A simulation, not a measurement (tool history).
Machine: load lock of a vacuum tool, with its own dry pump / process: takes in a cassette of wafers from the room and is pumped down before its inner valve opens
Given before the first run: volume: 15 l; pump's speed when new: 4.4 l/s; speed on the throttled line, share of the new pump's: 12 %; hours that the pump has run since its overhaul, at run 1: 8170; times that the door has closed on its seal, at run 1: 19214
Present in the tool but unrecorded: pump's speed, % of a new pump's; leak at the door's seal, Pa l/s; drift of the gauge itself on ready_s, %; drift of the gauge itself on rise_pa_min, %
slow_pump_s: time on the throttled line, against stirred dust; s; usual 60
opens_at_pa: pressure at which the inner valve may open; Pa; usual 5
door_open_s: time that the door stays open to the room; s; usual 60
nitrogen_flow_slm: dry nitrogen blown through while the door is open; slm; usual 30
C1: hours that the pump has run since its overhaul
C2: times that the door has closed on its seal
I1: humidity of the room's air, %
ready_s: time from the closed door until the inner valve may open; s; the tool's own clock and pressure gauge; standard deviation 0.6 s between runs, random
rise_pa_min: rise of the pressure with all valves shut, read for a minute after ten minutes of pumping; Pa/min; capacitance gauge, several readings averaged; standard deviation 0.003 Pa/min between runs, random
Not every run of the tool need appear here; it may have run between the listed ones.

run 1 day=0.000 | slow_pump_s=60 opens_at_pa=5 door_open_s=60 nitrogen_flow_slm=30 | C1=8170 C2=19214 | I1=45.9 | ready_s=89.2 rise_pa_min=0.225
run 2 day=5.025 | slow_pump_s=60 opens_at_pa=5 door_open_s=60 nitrogen_flow_slm=30 | C1=8291 C2=19601 | I1=41.0 | ready_s=90.0 rise_pa_min=0.236
run 3 day=10.700 | slow_pump_s=60 opens_at_pa=5 door_open_s=60 nitrogen_flow_slm=30 | C1=8427 C2=20038 | I1=45.3 | ready_s=89.7 rise_pa_min=0.245
-- day=18.517 door's seal changed, seat wiped
run 4 day=19.062 | slow_pump_s=60 opens_at_pa=5 door_open_s=60 nitrogen_flow_slm=30 | C1=8626 C2=42 | I1=42.9 | ready_s=89.1 rise_pa_min=0.024
run 5 day=26.404 | slow_pump_s=35 opens_at_pa=5 door_open_s=60 nitrogen_flow_slm=30 | C1=8802 C2=607 | I1=44.9 | ready_s=67.0 rise_pa_min=0.028
run 6 day=32.812 | slow_pump_s=60 opens_at_pa=5 door_open_s=60 nitrogen_flow_slm=30 | C1=8956 C2=1100 | I1=45.4 | ready_s=88.3 rise_pa_min=0.030
run 7 day=40.546 | slow_pump_s=60 opens_at_pa=5 door_open_s=60 nitrogen_flow_slm=30 | C1=9141 C2=1695 | I1=40.5 | ready_s=89.5 rise_pa_min=0.029
run 8 day=47.708 | slow_pump_s=115 opens_at_pa=5 door_open_s=33 nitrogen_flow_slm=5 | C1=9313 C2=2247 | I1=42.6 | ready_s=138.1 rise_pa_min=0.061
run 9 day=51.392 | slow_pump_s=60 opens_at_pa=6 door_open_s=194 nitrogen_flow_slm=24 | C1=9402 C2=2530 | I1=42.0 | ready_s=88.5 rise_pa_min=0.064
run 10 day=56.908 | slow_pump_s=60 opens_at_pa=6 door_open_s=194 nitrogen_flow_slm=24 | C1=9534 C2=2955 | I1=45.3 | ready_s=88.8 rise_pa_min=0.067
run 11 day=60.625 | slow_pump_s=60 opens_at_pa=6 door_open_s=194 nitrogen_flow_slm=24 | C1=9623 C2=3241 | I1=43.9 | ready_s=88.4 rise_pa_min=0.062
run 12 day=65.396 | slow_pump_s=60 opens_at_pa=7 door_open_s=182 nitrogen_flow_slm=30 | C1=9738 C2=3608 | I1=45.5 | ready_s=87.8 rise_pa_min=0.057
run 13 day=69.433 | slow_pump_s=60 opens_at_pa=7 door_open_s=182 nitrogen_flow_slm=30 | C1=9835 C2=3919 | I1=44.0 | ready_s=87.7 rise_pa_min=0.060
run 14 day=73.596 | slow_pump_s=60 opens_at_pa=7 door_open_s=182 nitrogen_flow_slm=30 | C1=9935 C2=4239 | I1=46.8 | ready_s=86.6 rise_pa_min=0.071

Each row is a separate what-if for the run after 14, all from the same tool condition, not one after another. Results?
run A day=77.388 | slow_pump_s=75 opens_at_pa=7 door_open_s=182 nitrogen_flow_slm=30 | C1=10026 C2=4531 | I1=46.5 | ready_s=? rise_pa_min=?
run B day=77.388 | slow_pump_s=55 opens_at_pa=5 door_open_s=73 nitrogen_flow_slm=30 | C1=10026 C2=4531 | I1=44.3 | ready_s=? rise_pa_min=?
run C day=77.388 | slow_pump_s=107 opens_at_pa=8 door_open_s=182 nitrogen_flow_slm=30 | C1=10026 C2=4531 | I1=43.5 | ready_s=? rise_pa_min=?
run D day=77.388 | slow_pump_s=51 opens_at_pa=4 door_open_s=60 nitrogen_flow_slm=20 | C1=10026 C2=4531 | I1=45.9 | ready_s=? rise_pa_min=?
run E day=77.388 | slow_pump_s=60 opens_at_pa=9 door_open_s=182 nitrogen_flow_slm=30 | C1=10026 C2=4531 | I1=41.1 | ready_s=? rise_pa_min=?

run=A ready_s=102.2 rise_pa_min=0.067
run=B ready_s=85.1 rise_pa_min=0.052
run=C ready_s=128.5 rise_pa_min=0.068
run=D ready_s=82.4 rise_pa_min=0.060
run=E ready_s=88.5 rise_pa_min=0.064
Without the tool's unlogged condition, the same runs would have read:
run=A ready_s=100.3 rise_pa_min=0.042
run=B ready_s=82.9 rise_pa_min=0.028
run=C ready_s=126.9 rise_pa_min=0.043
run=D ready_s=80.1 rise_pa_min=0.036
run=E ready_s=86.5 rise_pa_min=0.040

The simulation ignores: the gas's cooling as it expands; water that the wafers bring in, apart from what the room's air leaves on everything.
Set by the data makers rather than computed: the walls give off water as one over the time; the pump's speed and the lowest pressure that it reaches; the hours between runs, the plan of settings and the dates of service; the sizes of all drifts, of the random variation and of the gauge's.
